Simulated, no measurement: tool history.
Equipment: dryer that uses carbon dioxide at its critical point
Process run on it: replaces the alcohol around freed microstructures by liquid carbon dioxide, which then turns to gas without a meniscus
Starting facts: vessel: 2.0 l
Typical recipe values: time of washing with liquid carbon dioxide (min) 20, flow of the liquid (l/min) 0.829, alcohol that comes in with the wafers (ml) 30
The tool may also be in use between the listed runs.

| run | hour | time of washing with liquid carbon dioxide (min) | flow of the liquid (l/min) | alcohol that comes in with the wafers (ml) | alcohol left in the vessel before it's heated (ppm by volume) |
|---|---|---|---|---|---|
| 1 | 0 | 20 | 0.829 | 30 | 77 |
| 2 | 19.6 | 20 | 0.829 | 30 | 71 |
| 3 | 35.4 | 20 | 0.829 | 30 | 79 |
| 4 | 51.1 | 20 | 0.829 | 30 | 81 |
| 5 | 62.6 | 20 | 0.829 | 30 | 90 |
| 6 | 81.4 | 20 | 0.829 | 30 | 80 |
| 7 | 93.9 | 29 | 0.829 | 30 | 47 |
| 8 | 103.5 | 20 | 0.714 | 34 | 149 |
| 9 | 113.2 | 17 | 0.829 | 81 | 320 |
| 10 | 126.3 | 17 | 0.829 | 81 | 309 |
| 11 | 137.8 | 17 | 0.829 | 81 | 316 |

Alternative continuations, all from the tool just after run 11; predict every row:
| A | 148.7 | 16 | 0.587 | 81 | ? |
| B | 148.7 | 20 | 0.611 | 30 | ? |
| C | 148.7 | 15 | 0.563 | 23 | ? |
| D | 148.7 | 28 | 1.177 | 28 | ? |

| run | alcohol left in the vessel before it's heated (ppm by volume) |
|---|---|
| A | 1464 |
| B | 238 |
| C | 606 |
| D | 58 |
Take away the tool's hidden state, keep each run's random variation, and the runs would have read:
| run | alcohol left in the vessel before it's heated (ppm by volume) |
|---|---|
| A | 1150 |
| B | 147 |
| C | 463 |
| D | 9 |
